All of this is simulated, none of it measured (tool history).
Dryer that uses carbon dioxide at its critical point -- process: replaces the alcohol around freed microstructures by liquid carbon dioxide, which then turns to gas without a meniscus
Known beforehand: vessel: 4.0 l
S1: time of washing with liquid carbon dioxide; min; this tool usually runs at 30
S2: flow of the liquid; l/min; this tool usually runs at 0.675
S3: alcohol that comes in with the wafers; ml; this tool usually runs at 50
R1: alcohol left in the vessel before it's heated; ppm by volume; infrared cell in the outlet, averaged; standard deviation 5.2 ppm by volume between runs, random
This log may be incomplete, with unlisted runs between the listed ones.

run,hour,S1,S2,S3,R1
1,0.0,30,0.675,50,118
2,9.6,30,0.675,50,118
3,17.4,30,0.675,50,121
4,21.8,30,0.675,50,116
5,28.3,30,0.797,50,66
6,34.3,30,0.797,50,62
7,40.7,30,0.797,50,73
8,47.4,30,0.675,50,129
9,54.5,30,0.675,107,231
10,58.5,24,0.675,50,290
11,64.0,43,0.900,116,33
12,68.4,19,0.900,33,180
13,75.6,40,0.675,84,64
14,81.7,40,0.675,84,66
15,88.4,21,0.675,53,481
16,94.6,21,0.879,27,119
17,99.0,30,0.856,115,100
18,105.3,25,0.675,97,468
19,111.5,34,0.889,41,51
20,117.6,34,0.889,41,48

Branching from run 20: 5 alternative next runs. What would each branch give?
A,123.6,25,1.115,63,?
B,123.6,34,0.675,50,?
C,123.6,45,0.796,50,?
D,123.6,35,0.729,33,?
E,123.6,35,0.636,23,?

run,R1
A,65
B,85
C,40
D,65
E,69
Had the tool no hidden state, the same runs would have come out as:
run,R1
A,25
B,40
C,3
D,23
E,28
